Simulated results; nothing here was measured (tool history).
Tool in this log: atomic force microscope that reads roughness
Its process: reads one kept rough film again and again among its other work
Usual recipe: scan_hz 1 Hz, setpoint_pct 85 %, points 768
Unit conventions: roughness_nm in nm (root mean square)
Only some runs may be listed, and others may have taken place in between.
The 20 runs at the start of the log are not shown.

| run | hour | scan_hz | setpoint_pct | points | roughness_nm |
|---|---|---|---|---|---|
|  | 277.5 | new tip fitted |
| 21 | 285.5 | 1.4 | 58 | 279 | 4.75 |
| 22 | 303.2 | 1 | 74 | 581 | 4.21 |
|  | 322.5 | new tip fitted |
| 23 | 322.5 | 1 | 74 | 581 | 4.928 |
| 24 | 341.1 | 1 | 74 | 581 | 4.305 |
| 25 | 361.1 | 1 | 55 | 306 | 3.911 |
|  | 367.5 | new tip fitted |
| 26 | 381.5 | 1.04 | 55 | 306 | 4.574 |
| 27 | 401.4 | 1.1 | 83 | 523 | 3.955 |
|  | 413.1 | new tip fitted |
| 28 | 418.5 | 1.1 | 83 | 523 | 4.753 |
| 29 | 438.9 | 1.1 | 83 | 523 | 4.124 |
| 30 | 451 | 1 | 85 | 985 | 3.848 |
|  | 457.7 | new tip fitted |
| 31 | 469 | 0.66 | 74 | 889 | 4.655 |
| 32 | 482 | 1 | 88 | 886 | 4.162 |

What does the tool deliver on the next run?
|  | 502.6 | new tip fitted |
| 33 | 503.1 | 0.58 | 75 | 768 | ? |

roughness_nm: 5.033 nm (root mean square)
With the hidden condition absent and the run-to-run variation left alone, this run would have shown roughness_nm 5.079 nm (root mean square).
